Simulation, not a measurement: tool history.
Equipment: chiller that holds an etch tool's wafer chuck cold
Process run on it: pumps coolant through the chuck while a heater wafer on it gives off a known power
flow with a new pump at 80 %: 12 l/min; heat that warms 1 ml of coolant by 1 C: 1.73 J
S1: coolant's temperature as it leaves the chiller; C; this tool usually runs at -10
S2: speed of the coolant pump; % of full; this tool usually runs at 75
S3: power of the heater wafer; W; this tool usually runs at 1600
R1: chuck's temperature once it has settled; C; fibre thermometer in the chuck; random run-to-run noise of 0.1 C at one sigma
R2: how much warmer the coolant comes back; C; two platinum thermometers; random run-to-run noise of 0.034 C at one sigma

run 1 hour=0.0 | S1=-10 S2=75 S3=1600 | R1=10.8 R2=5.00
run 2 hour=57.8 | S1=-10 S2=75 S3=1600 | R1=11.0 R2=5.00
run 3 hour=101.4 | S1=-8 S2=75 S3=1600 | R1=12.8 R2=4.95
run 4 hour=196.7 | S1=-8 S2=75 S3=1600 | R1=12.9 R2=4.95
run 5 hour=257.7 | S1=-8 S2=75 S3=1600 | R1=13.0 R2=4.92
run 6 hour=341.2 | S1=-8 S2=75 S3=1600 | R1=12.9 R2=4.95
run 7 hour=421.0 | S1=-8 S2=75 S3=1052 | R1=5.6 R2=3.21
run 8 hour=487.7 | S1=-13 S2=96 S3=1642 | R1=3.8 R2=3.73
run 9 hour=557.0 | S1=-10 S2=75 S3=1692 | R1=12.2 R2=5.12
run 10 hour=619.1 | S1=-8 S2=75 S3=1600 | R1=12.9 R2=4.87
run 11 hour=712.3 | S1=-13 S2=97 S3=2075 | R1=7.9 R2=4.69

What will run 12 give?
run 12 hour=778.8 | S1=-10 S2=97 S3=930 | R1=? R2=?

For run 12 the tool returned R1 -0.8 C, R2 2.06 C.
With no hidden state in the tool, this same run would have given R1 -0.8 C, R2 2.19 C.
